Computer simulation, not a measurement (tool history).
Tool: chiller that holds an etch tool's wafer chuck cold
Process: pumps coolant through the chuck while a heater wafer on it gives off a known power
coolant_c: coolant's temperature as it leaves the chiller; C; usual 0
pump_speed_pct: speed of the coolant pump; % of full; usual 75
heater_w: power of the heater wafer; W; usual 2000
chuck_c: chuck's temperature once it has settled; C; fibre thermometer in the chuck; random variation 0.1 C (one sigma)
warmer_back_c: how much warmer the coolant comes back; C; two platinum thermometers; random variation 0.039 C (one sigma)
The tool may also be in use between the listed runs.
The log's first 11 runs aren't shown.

run 12 day=22.700 | coolant_c=0 pump_speed_pct=75 heater_w=2000 | chuck_c=18.4 warmer_back_c=8.44
run 13 day=24.904 | coolant_c=-4 pump_speed_pct=75 heater_w=2000 | chuck_c=14.4 warmer_back_c=8.48
run 14 day=26.333 | coolant_c=-4 pump_speed_pct=75 heater_w=2000 | chuck_c=14.6 warmer_back_c=8.50
run 15 day=27.483 | coolant_c=-4 pump_speed_pct=75 heater_w=2000 | chuck_c=14.5 warmer_back_c=8.50
-- day=28.875 coolant changed, channels flushed
run 16 day=29.633 | coolant_c=0 pump_speed_pct=75 heater_w=2000 | chuck_c=18.6 warmer_back_c=8.50
run 17 day=31.162 | coolant_c=0 pump_speed_pct=75 heater_w=2000 | chuck_c=18.3 warmer_back_c=8.49
run 18 day=33.096 | coolant_c=0 pump_speed_pct=75 heater_w=2000 | chuck_c=18.4 warmer_back_c=8.48
run 19 day=35.433 | coolant_c=4 pump_speed_pct=72 heater_w=1431 | chuck_c=17.7 warmer_back_c=6.37
run 20 day=38.138 | coolant_c=-5 pump_speed_pct=63 heater_w=2000 | chuck_c=16.8 warmer_back_c=10.20
run 21 day=40.229 | coolant_c=-5 pump_speed_pct=99 heater_w=1409 | chuck_c=4.8 warmer_back_c=4.40
run 22 day=41.988 | coolant_c=5 pump_speed_pct=99 heater_w=1409 | chuck_c=15.0 warmer_back_c=4.49
run 23 day=43.371 | coolant_c=-3 pump_speed_pct=75 heater_w=2179 | chuck_c=17.1 warmer_back_c=9.27
run 24 day=45.075 | coolant_c=-10 pump_speed_pct=70 heater_w=1689 | chuck_c=6.6 warmer_back_c=7.73
run 25 day=46.942 | coolant_c=-10 pump_speed_pct=70 heater_w=1689 | chuck_c=6.6 warmer_back_c=7.73
run 26 day=48.567 | coolant_c=-10 pump_speed_pct=70 heater_w=1689 | chuck_c=6.6 warmer_back_c=7.69

Forecast run 27:
run 27 day=50.921 | coolant_c=6 pump_speed_pct=75 heater_w=2129 | chuck_c=? warmer_back_c=?

{"run 27": {"chuck_c": 25.5, "warmer_back_c": 9.11}}
Without the tool's hidden state the same run would have given chuck_c 25.5 C, warmer_back_c 9.09 C.

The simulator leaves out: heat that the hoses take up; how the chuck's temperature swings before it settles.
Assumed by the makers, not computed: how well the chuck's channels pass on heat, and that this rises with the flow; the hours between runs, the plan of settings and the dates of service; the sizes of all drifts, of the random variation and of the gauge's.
